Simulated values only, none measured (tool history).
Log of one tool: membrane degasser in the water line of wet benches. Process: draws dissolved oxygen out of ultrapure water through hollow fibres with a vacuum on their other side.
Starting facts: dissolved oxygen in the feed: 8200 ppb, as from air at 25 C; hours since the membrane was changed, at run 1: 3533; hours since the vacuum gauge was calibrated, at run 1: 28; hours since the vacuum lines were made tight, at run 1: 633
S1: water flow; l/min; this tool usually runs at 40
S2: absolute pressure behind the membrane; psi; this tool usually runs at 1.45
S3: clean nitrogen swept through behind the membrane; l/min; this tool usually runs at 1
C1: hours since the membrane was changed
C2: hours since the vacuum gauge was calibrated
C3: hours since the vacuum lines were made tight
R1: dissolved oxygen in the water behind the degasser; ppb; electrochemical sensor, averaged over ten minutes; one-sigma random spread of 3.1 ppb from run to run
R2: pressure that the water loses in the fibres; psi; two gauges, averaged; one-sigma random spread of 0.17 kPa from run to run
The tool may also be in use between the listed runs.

run    hour  S1    S2    S3    C1    C2    C3      R1     R2
  1       0  40  1.45     1  3533    28   633   522.7  4.348
  2     175  40  1.45     1  3708   203   808     520  4.358
  3   273.9  40  2.84     1  3806   302   906    1176  4.311
  4   422.6  40  2.84     1  3955   450  1055  1158.8  4.373
  5   512.1  40  1.45     1  4045   540  1145   523.5  4.383
  6   685.8  40  1.45     1  4218   713  1318   523.3  4.374
  7   802.1  40  1.45  0.73  4335   830  1435   659.1   4.39
  8   910.2  34  1.91   0.9  4443   938  1543   706.4  3.742
  9  1098.8  40  1.52  1.35  4631  1126  1731   438.4  4.374
 10  1205.5  40  1.52  1.35  4738  1233  1838   442.7  4.325
 11  1357.2  41   2.6  0.42  4890  1385  1990  1899.5  4.518
 12    1471  41   2.6  0.42  5004  1499  2104  1881.6  4.537
 13  1632.2  41   2.6  0.42  5165  1660  2265  1892.4  4.596

Below are 3 alternative next runs, each starting from the tool's condition after run 13. Predict each:
  A  1728.6  38   1.1  0.57  5261  1756  2361   ?   ?
  B  1728.6  55  3.44  0.58  5261  1756  2361   ?   ?
  C  1728.6  30   1.8  0.63  5261  1756  2361   ?   ?

run      R1     R2
  A   497.8  4.168
  B  2440.7  6.074
  C   769.6   3.32
With no hidden state in the tool, these same runs would have given:
run      R1     R2
  A   497.1  4.074
  B  2440.1  5.936
  C   769.1  3.244
